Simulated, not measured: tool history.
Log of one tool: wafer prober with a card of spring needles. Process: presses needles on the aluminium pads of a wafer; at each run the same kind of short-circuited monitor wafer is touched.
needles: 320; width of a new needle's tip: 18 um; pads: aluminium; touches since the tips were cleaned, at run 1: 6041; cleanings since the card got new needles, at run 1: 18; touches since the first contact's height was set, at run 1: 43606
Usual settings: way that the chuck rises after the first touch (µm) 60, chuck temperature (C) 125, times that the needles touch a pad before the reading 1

| run | hour | way that the chuck rises after the first touch (µm) | chuck temperature (C) | times that the needles touch a pad before the reading | touches since the tips were cleaned | cleanings since the card got new needles | touches since the first contact's height was set | resistance of one needle with its contact and lead (mohm) | way that a needle slides on the pad (µm) |
|---|---|---|---|---|---|---|---|---|---|
| 1 | 0 | 60 | 125 | 1 | 6041 | 18 | 43606 | 126 | 12.443 |
|  | 5.2 | tips cleaned on abrasive film |
| 2 | 10.1 | 60 | 125 | 1 | 2787 | 19 | 49237 | 124 | 12.45 |
|  | 21.9 | tips cleaned on abrasive film |
| 3 | 23 | 60 | 125 | 1 | 591 | 20 | 56396 | 125 | 12.404 |
| 4 | 32.5 | 60 | 125 | 1 | 5957 | 20 | 61762 | 124 | 12.421 |
|  | 37.8 | tips cleaned on abrasive film |
|  | 38.1 | height of the first contact set anew |
| 5 | 45.6 | 60 | 125 | 1 | 4251 | 21 | 4251 | 125 | 12.407 |
|  | 54 | tips cleaned on abrasive film |
| 6 | 58.3 | 60 | 46 | 1 | 2414 | 22 | 11314 | 114 | 12.394 |
|  | 70.4 | tips cleaned on abrasive film |
| 7 | 71.3 | 60 | 125 | 1 | 513 | 23 | 18571 | 126 | 12.377 |
| 8 | 80.9 | 51 | 26 | 2 | 5883 | 23 | 23941 | 116 | 10.52 |
|  | 86.8 | tips cleaned on abrasive film |
| 9 | 91.7 | 51 | 26 | 2 | 2737 | 24 | 29939 | 112 | 10.508 |
|  | 102.9 | tips cleaned on abrasive film |
| 10 | 107 | 51 | 26 | 2 | 2303 | 25 | 38511 | 113 | 10.509 |
|  | 119.8 | tips cleaned on abrasive film |
| 11 | 122.4 | 60 | 30 | 1 | 1486 | 26 | 47096 | 112 | 12.334 |
|  | 135.9 | tips cleaned on abrasive film |
| 12 | 136 | 65 | 39 | 1 | 36 | 27 | 54687 | 113 | 13.356 |
| 13 | 150.4 | 60 | 67 | 1 | 8105 | 27 | 62756 | 118 | 12.322 |
|  | 152.8 | tips cleaned on abrasive film |
|  | 154.4 | height of the first contact set anew |
| 14 | 163.7 | 60 | 67 | 1 | 5976 | 28 | 5267 | 118 | 12.297 |

Hidden state or all else? Some run-to-run changes of way that a needle slides on the pad (µm), split into what the settings, what came in and random variation would give without the hidden state, and what is left for the hidden state (with any gauge scatter that isn't in both results):
The hidden state here: debris on the tips, nm; way that the needles fall short of the set height, um; tips' diameter, um; drift of the gauge itself on contact_mohm, %; drift of the gauge itself on scrub_um, %.
Run 7 -> 8: way that the chuck rises after the first touch (µm) 60 -> 51, chuck temperature (C) 125 -> 26, times that the needles touch a pad before the reading 1 -> 2. way that a needle slides on the pad (µm) -1.857: hidden state +0.002, all else -1.859.
Run 10 -> 11: way that the chuck rises after the first touch (µm) 51 -> 60, chuck temperature (C) 26 -> 30, times that the needles touch a pad before the reading 2 -> 1, tips cleaned on abrasive film. way that a needle slides on the pad (µm) +1.825: hidden state -0.025, all else +1.85.
